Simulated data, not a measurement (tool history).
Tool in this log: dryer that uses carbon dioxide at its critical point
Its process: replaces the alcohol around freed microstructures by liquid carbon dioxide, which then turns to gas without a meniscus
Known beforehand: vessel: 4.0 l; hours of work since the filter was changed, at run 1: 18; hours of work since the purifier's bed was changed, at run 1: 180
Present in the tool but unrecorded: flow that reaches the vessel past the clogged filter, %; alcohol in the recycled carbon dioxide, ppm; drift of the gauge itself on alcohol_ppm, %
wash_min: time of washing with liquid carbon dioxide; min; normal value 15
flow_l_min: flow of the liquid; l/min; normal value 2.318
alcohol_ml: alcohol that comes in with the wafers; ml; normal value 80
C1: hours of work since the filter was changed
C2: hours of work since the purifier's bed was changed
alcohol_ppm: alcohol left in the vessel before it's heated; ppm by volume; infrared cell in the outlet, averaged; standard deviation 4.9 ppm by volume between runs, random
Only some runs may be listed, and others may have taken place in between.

Run 1, hour 0: usual settings; C1 18; C2 180. Result: alcohol_ppm 35 ppm by volume.
Run 2, hour 13.4: usual settings; C1 25; C2 187. Result: alcohol_ppm 27 ppm by volume.
Run 3, hour 26.1: usual settings; C1 31; C2 194. Result: alcohol_ppm 31 ppm by volume.
Run 4, hour 38.2: usual settings but wash_min 13 min; C1 38; C2 200. Result: alcohol_ppm 63 ppm by volume.
Run 5, hour 50.8: usual settings but alcohol_ml 21 ml; C1 45; C2 207. Result: alcohol_ppm 4 ppm by volume.
Run 6, hour 57.5: usual settings but alcohol_ml 21 ml; C1 48; C2 211. Result: alcohol_ppm 12 ppm by volume.
Run 7, hour 68.5: usual settings; C1 54; C2 216. Result: alcohol_ppm 36 ppm by volume.
Run 8, hour 75.5: usual settings; C1 58; C2 220. Result: alcohol_ppm 31 ppm by volume.
Run 9, hour 84.3: usual settings; C1 62; C2 225. Result: alcohol_ppm 30 ppm by volume.
Run 10, hour 90.4: usual settings; C1 66; C2 228. Result: alcohol_ppm 38 ppm by volume.
Run 11, hour 103.4: usual settings; C1 73; C2 235. Result: alcohol_ppm 34 ppm by volume.
Run 12, hour 110.1: usual settings; C1 76; C2 238. Result: alcohol_ppm 36 ppm by volume.
Run 13, hour 123.2: usual settings; C1 83; C2 245. Result: alcohol_ppm 41 ppm by volume.
Run 14, hour 134: usual settings; C1 89; C2 251. Result: alcohol_ppm 42 ppm by volume.
Run 15, hour 148: usual settings but alcohol_ml 35 ml; C1 96; C2 259. Result: alcohol_ppm 25 ppm by volume.
Run 16, hour 156.4: usual settings but alcohol_ml 35 ml; C1 101; C2 263. Result: alcohol_ppm 25 ppm by volume.
Run 17, hour 163.8: usual settings but alcohol_ml 35 ml; C1 105; C2 267. Result: alcohol_ppm 21 ppm by volume.
Run 18, hour 171: usual settings but flow_l_min 2.8 l/min; C1 108; C2 271. Result: alcohol_ppm 16 ppm by volume.
Run 19, hour 179.6: usual settings but flow_l_min 2.8 l/min; C1 113; C2 275. Result: alcohol_ppm 19 ppm by volume.
Run 20, hour 191.7: usual settings but flow_l_min 2.8 l/min; C1 119; C2 282. Result: alcohol_ppm 24 ppm by volume.
Run 21, hour 204.9: usual settings; C1 126; C2 289. Result: alcohol_ppm 40 ppm by volume.
Run 22, hour 217.5: usual settings; C1 133; C2 295. Result: alcohol_ppm 39 ppm by volume.
Run 23, hour 227.9: usual settings; C1 139; C2 301. Result: alcohol_ppm 33 ppm by volume.
Run 24, hour 236.1: usual settings but wash_min 14 min, alcohol_ml 75 ml; C1 143; C2 305. Result: alcohol_ppm 66 ppm by volume.
Run 25, hour 242: usual settings but wash_min 16 min, flow_l_min 1.57 l/min; C1 146; C2 308. Result: alcohol_ppm 193 ppm by volume.
Run 26, hour 248.2: usual settings but wash_min 23 min, flow_l_min 2.91 l/min, alcohol_ml 117 ml; C1 149; C2 312. Result: alcohol_ppm 23 ppm by volume.
Run 27, hour 259.9: usual settings but wash_min 23 min, flow_l_min 2.91 l/min, alcohol_ml 117 ml; C1 156; C2 318. Result: alcohol_ppm 22 ppm by volume.
Run 28, hour 268.3: usual settings but wash_min 23 min, flow_l_min 2.91 l/min, alcohol_ml 117 ml; C1 160; C2 322. Result: alcohol_ppm 23 ppm by volume.
Run 29, hour 281.9: usual settings but wash_min 10 min, alcohol_ml 23 ml; C1 167; C2 330. Result: alcohol_ppm 98 ppm by volume.
Run 30, hour 289.6: usual settings but wash_min 10 min, alcohol_ml 21 ml; C1 171; C2 334. Result: alcohol_ppm 84 ppm by volume.
At hour 293.3: inlet filter changed.
Run 31, hour 296.6: usual settings but wash_min 13 min, alcohol_ml 62 ml; C1 2; C2 337. Result: alcohol_ppm 61 ppm by volume.
Run 32, hour 304.3: usual settings but wash_min 13 min, alcohol_ml 28 ml; C1 6; C2 341. Result: alcohol_ppm 37 ppm by volume.
Run 33, hour 316.4: usual settings but alcohol_ml 53 ml; C1 12; C2 347. Result: alcohol_ppm 29 ppm by volume.
Run 34, hour 328.1: usual settings but wash_min 18 min, flow_l_min 2.5 l/min; C1 18; C2 354. Result: alcohol_ppm 18 ppm by volume.
Run 35, hour 334.5: usual settings but wash_min 24 min, flow_l_min 1.73 l/min, alcohol_ml 40 ml; C1 22; C2 357. Result: alcohol_ppm 26 ppm by volume.
Run 36, hour 343.8: usual settings but wash_min 24 min, flow_l_min 3.66 l/min, alcohol_ml 23 ml; C1 27; C2 362. Result: alcohol_ppm 16 ppm by volume.
Run 37, hour 353.3: usual settings but wash_min 17 min, flow_l_min 3.66 l/min, alcohol_ml 23 ml; C1 32; C2 367. Result: alcohol_ppm 13 ppm by volume.
Run 38, hour 366.2: usual settings but flow_l_min 1.59 l/min, alcohol_ml 31 ml; C1 39; C2 374. Result: alcohol_ppm 88 ppm by volume.
Run 39, hour 376.7: usual settings but wash_min 10 min, flow_l_min 1.59 l/min, alcohol_ml 21 ml; C1 44; C2 379. Result: alcohol_ppm 254 ppm by volume.
Run 40, hour 383.2: usual settings but wash_min 10 min, flow_l_min 1.59 l/min, alcohol_ml 21 ml; C1 48; C2 383. Result: alcohol_ppm 252 ppm by volume.
Run 41, hour 391.9: usual settings but wash_min 9 min, flow_l_min 2.17 l/min, alcohol_ml 43 ml; C1 52; C2 388. Result: alcohol_ppm 255 ppm by volume.
Run 42, hour 406: usual settings but wash_min 14 min, flow_l_min 2.08 l/min, alcohol_ml 106 ml; C1 60; C2 395. Result: alcohol_ppm 112 ppm by volume.
Run 43, hour 416.3: usual settings but wash_min 17 min, flow_l_min 3.08 l/min; C1 65; C2 400. Result: alcohol_ppm 31 ppm by volume.
Run 44, hour 426.1: usual settings but wash_min 23 min, flow_l_min 3.08 l/min; C1 70; C2 406. Result: alcohol_ppm 15 ppm by volume.
Run 45, hour 437.4: usual settings but flow_l_min 3.46 l/min, alcohol_ml 54 ml; C1 76; C2 412. Result: alcohol_ppm 20 ppm by volume.
Run 46, hour 448.9: usual settings but wash_min 18 min, flow_l_min 3.46 l/min, alcohol_ml 89 ml; C1 83; C2 418. Result: alcohol_ppm 13 ppm by volume.

How would selected steps in alcohol_ppm from run to run divide? Give the signed amount a tool lacking its hidden state would still show from settings, what came in and random variation, and the signed amount left for the hidden state, including any gauge scatter that is not in both of the compared results.
Run 24 -> 25: wash_min 14 -> 16, flow_l_min 2.318 -> 1.57, alcohol_ml 75 -> 80. alcohol_ppm +127 ppm by volume: hidden state +28, all else +99.
Run 25 -> 26: wash_min 16 -> 23, flow_l_min 1.57 -> 2.91, alcohol_ml 80 -> 117. alcohol_ppm -170 ppm by volume: hidden state -40, all else -130.
Run 28 -> 29: wash_min 23 -> 10, flow_l_min 2.91 -> 2.318, alcohol_ml 117 -> 23. alcohol_ppm +75 ppm by volume: hidden state +18, all else +57.
Run 38 -> 39: wash_min 15 -> 10, alcohol_ml 31 -> 21. alcohol_ppm +166 ppm by volume: hidden state +9, all else +157.
Run 41 -> 42: wash_min 9 -> 14, flow_l_min 2.17 -> 2.08, alcohol_ml 43 -> 106. alcohol_ppm -143 ppm by volume: hidden state -6, all else -137.
